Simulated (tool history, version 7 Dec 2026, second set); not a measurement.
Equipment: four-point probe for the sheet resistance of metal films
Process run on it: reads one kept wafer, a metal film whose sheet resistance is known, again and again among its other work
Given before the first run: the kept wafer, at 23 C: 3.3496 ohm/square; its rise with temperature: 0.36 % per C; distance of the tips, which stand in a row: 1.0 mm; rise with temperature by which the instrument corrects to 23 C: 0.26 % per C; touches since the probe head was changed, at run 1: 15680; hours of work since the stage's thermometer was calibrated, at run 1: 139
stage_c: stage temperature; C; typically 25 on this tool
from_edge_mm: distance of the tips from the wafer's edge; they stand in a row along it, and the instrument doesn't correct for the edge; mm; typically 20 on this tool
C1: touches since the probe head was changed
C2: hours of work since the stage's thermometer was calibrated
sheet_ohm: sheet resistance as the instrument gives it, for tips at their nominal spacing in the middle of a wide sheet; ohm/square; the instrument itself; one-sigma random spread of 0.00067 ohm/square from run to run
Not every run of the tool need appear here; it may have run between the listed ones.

{"run": 1, "day": 0.0, "stage_c": 25, "from_edge_mm": 20, "C1": 15680, "C2": 139, "sheet_ohm": 3.353703}
{"run": 2, "day": 0.579, "stage_c": 25, "from_edge_mm": 20, "C1": 16101, "C2": 145, "sheet_ohm": 3.35365}
{"run": 3, "day": 1.242, "stage_c": 25, "from_edge_mm": 20, "C1": 16583, "C2": 152, "sheet_ohm": 3.353169}
{"run": 4, "day": 2.15, "stage_c": 25, "from_edge_mm": 9, "C1": 17243, "C2": 160, "sheet_ohm": 3.371579}
{"run": 5, "day": 2.792, "stage_c": 25, "from_edge_mm": 9, "C1": 17709, "C2": 167, "sheet_ohm": 3.372754}
{"run": 6, "day": 3.579, "stage_c": 25, "from_edge_mm": 9, "C1": 18281, "C2": 174, "sheet_ohm": 3.37217}
{"run": 7, "day": 4.367, "stage_c": 25, "from_edge_mm": 9, "C1": 18855, "C2": 182, "sheet_ohm": 3.370218}
{"run": 8, "day": 5.079, "stage_c": 31, "from_edge_mm": 20, "C1": 19372, "C2": 189, "sheet_ohm": 3.371181}
{"run": 9, "day": 5.771, "stage_c": 25, "from_edge_mm": 20, "C1": 19876, "C2": 196, "sheet_ohm": 3.354179}
{"run": 10, "day": 6.412, "stage_c": 26, "from_edge_mm": 20, "C1": 20343, "C2": 202, "sheet_ohm": 3.356431}
{"run": 11, "day": 7.229, "stage_c": 26, "from_edge_mm": 20, "C1": 20934, "C2": 210, "sheet_ohm": 3.355338}
{"run": 12, "day": 7.804, "stage_c": 26, "from_edge_mm": 20, "C1": 21355, "C2": 216, "sheet_ohm": 3.356593}
{"run": 13, "day": 8.479, "stage_c": 26, "from_edge_mm": 20, "C1": 21845, "C2": 222, "sheet_ohm": 3.356737}
{"run": 14, "day": 9.029, "stage_c": 26, "from_edge_mm": 20, "C1": 22243, "C2": 227, "sheet_ohm": 3.355396}
{"run": 15, "day": 9.792, "stage_c": 25, "from_edge_mm": 48, "C1": 22799, "C2": 235, "sheet_ohm": 3.350016}
{"run": 16, "day": 10.25, "stage_c": 25, "from_edge_mm": 48, "C1": 23132, "C2": 239, "sheet_ohm": 3.349031}
{"run": 17, "day": 10.908, "stage_c": 25, "from_edge_mm": 48, "C1": 23611, "C2": 246, "sheet_ohm": 3.349124}
{"day": 10.979, "done": "stage's thermometer calibrated"}
{"run": 18, "day": 11.4, "stage_c": 25, "from_edge_mm": 48, "C1": 23953, "C2": 4, "sheet_ohm": 3.348472}
{"run": 19, "day": 11.896, "stage_c": 25, "from_edge_mm": 48, "C1": 24312, "C2": 9, "sheet_ohm": 3.348535}
{"run": 20, "day": 12.654, "stage_c": 29, "from_edge_mm": 10, "C1": 24865, "C2": 16, "sheet_ohm": 3.379628}
{"run": 21, "day": 13.362, "stage_c": 29, "from_edge_mm": 10, "C1": 25381, "C2": 23, "sheet_ohm": 3.378653}
{"run": 22, "day": 13.975, "stage_c": 21, "from_edge_mm": 26, "C1": 25823, "C2": 29, "sheet_ohm": 3.337533}
{"run": 23, "day": 14.75, "stage_c": 19, "from_edge_mm": 7, "C1": 26386, "C2": 37, "sheet_ohm": 3.36419}
{"day": 15.308, "done": "stage's thermometer calibrated, once more"}
{"run": 24, "day": 15.562, "stage_c": 23, "from_edge_mm": 7, "C1": 26963, "C2": 2, "sheet_ohm": 3.377461}
{"run": 25, "day": 16.371, "stage_c": 23, "from_edge_mm": 7, "C1": 27551, "C2": 10, "sheet_ohm": 3.377186}
{"run": 26, "day": 16.858, "stage_c": 24, "from_edge_mm": 4, "C1": 27904, "C2": 15, "sheet_ohm": 3.453564}
{"run": 27, "day": 17.325, "stage_c": 24, "from_edge_mm": 4, "C1": 28244, "C2": 20, "sheet_ohm": 3.45403}
{"run": 28, "day": 17.942, "stage_c": 28, "from_edge_mm": 68, "C1": 28694, "C2": 26, "sheet_ohm": 3.356562}
{"run": 29, "day": 18.312, "stage_c": 28, "from_edge_mm": 68, "C1": 28963, "C2": 29, "sheet_ohm": 3.357617}
{"run": 30, "day": 19.0, "stage_c": 28, "from_edge_mm": 21, "C1": 29463, "C2": 36, "sheet_ohm": 3.362225}
{"run": 31, "day": 19.808, "stage_c": 33, "from_edge_mm": 21, "C1": 30050, "C2": 44, "sheet_ohm": 3.376562}
{"run": 32, "day": 20.7, "stage_c": 33, "from_edge_mm": 21, "C1": 30699, "C2": 53, "sheet_ohm": 3.376771}
{"run": 33, "day": 21.304, "stage_c": 33, "from_edge_mm": 21, "C1": 31139, "C2": 58, "sheet_ohm": 3.378272}
{"run": 34, "day": 21.925, "stage_c": 33, "from_edge_mm": 21, "C1": 31588, "C2": 65, "sheet_ohm": 3.377756}
{"run": 35, "day": 22.721, "stage_c": 33, "from_edge_mm": 21, "C1": 32168, "C2": 72, "sheet_ohm": 3.375641}
{"run": 36, "day": 23.229, "stage_c": 19, "from_edge_mm": 7, "C1": 32537, "C2": 77, "sheet_ohm": 3.363601}
{"run": 37, "day": 24.05, "stage_c": 19, "from_edge_mm": 7, "C1": 33134, "C2": 85, "sheet_ohm": 3.362571}

Each row is a separate what-if for the run after 37, all from the same tool condition, not one after another. Results?
{"run": "A", "day": 24.446, "stage_c": 21, "from_edge_mm": 41, "C1": 33423, "C2": 89, "sheet_ohm": "?"}
{"run": "B", "day": 24.446, "stage_c": 34, "from_edge_mm": 11, "C1": 33423, "C2": 89, "sheet_ohm": "?"}
{"run": "C", "day": 24.446, "stage_c": 29, "from_edge_mm": 17, "C1": 33423, "C2": 89, "sheet_ohm": "?"}
{"run": "D", "day": 24.446, "stage_c": 25, "from_edge_mm": 34, "C1": 33423, "C2": 89, "sheet_ohm": "?"}
{"run": "E", "day": 24.446, "stage_c": 25, "from_edge_mm": 20, "C1": 33423, "C2": 89, "sheet_ohm": "?"}

run=A sheet_ohm=3.333931
run=B sheet_ohm=3.390577
run=C sheet_ohm=3.366928
run=D sheet_ohm=3.347098
run=E sheet_ohm=3.350941
What these runs would have given with no unlogged condition in the tool:
run=A sheet_ohm=3.343316
run=B sheet_ohm=3.400147
run=C sheet_ohm=3.376423
run=D sheet_ohm=3.356530
run=E sheet_ohm=3.360383

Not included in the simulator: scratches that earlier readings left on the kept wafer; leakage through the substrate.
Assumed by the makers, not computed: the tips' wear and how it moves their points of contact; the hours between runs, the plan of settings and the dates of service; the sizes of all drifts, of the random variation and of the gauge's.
